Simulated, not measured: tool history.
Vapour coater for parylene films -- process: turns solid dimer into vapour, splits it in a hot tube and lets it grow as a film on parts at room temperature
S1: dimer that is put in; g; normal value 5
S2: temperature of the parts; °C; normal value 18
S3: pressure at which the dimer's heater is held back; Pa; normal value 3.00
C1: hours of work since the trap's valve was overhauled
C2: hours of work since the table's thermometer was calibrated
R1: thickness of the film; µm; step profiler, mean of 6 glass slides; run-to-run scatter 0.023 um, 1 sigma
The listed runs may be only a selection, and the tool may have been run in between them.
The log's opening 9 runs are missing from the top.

run   hour  S1  S2    S3   C1   C2    R1
 10  279.4   5  18  3.00  260   43  1.17
 11  308.9   5  25  3.00  281   65  1.07
     313.7  -- table's thermometer calibrated, once more
 12  346.4   5  15  3.00  308   24  1.27
 13  372.0   5  15  3.00  326   43  1.28
 14  403.9   5  18  3.00  350   66  1.17
     419.7  -- trap's valve overhauled
 15  440.6   5  18  3.00   15   90  1.33
 16  472.5   5  18  3.00   39  113  1.32
 17  514.3   5  18  3.03   69  144  1.32
 18  555.5   5  19  2.10   99  174  1.34
 19  578.1   5  19  2.10  116  190  1.30
 20  620.4   4  26  5.51  147  221  0.90
 21  661.4   4  26  5.51  176  251  0.86

Run 22, settings as shown, results not yet in. Your forecast:
 22  697.8   4  26  5.51  203  278   ?

R1: 0.87 µm
On a tool with no hidden condition, and with the same random variation, this run would have come out at R1 0.96 µm.
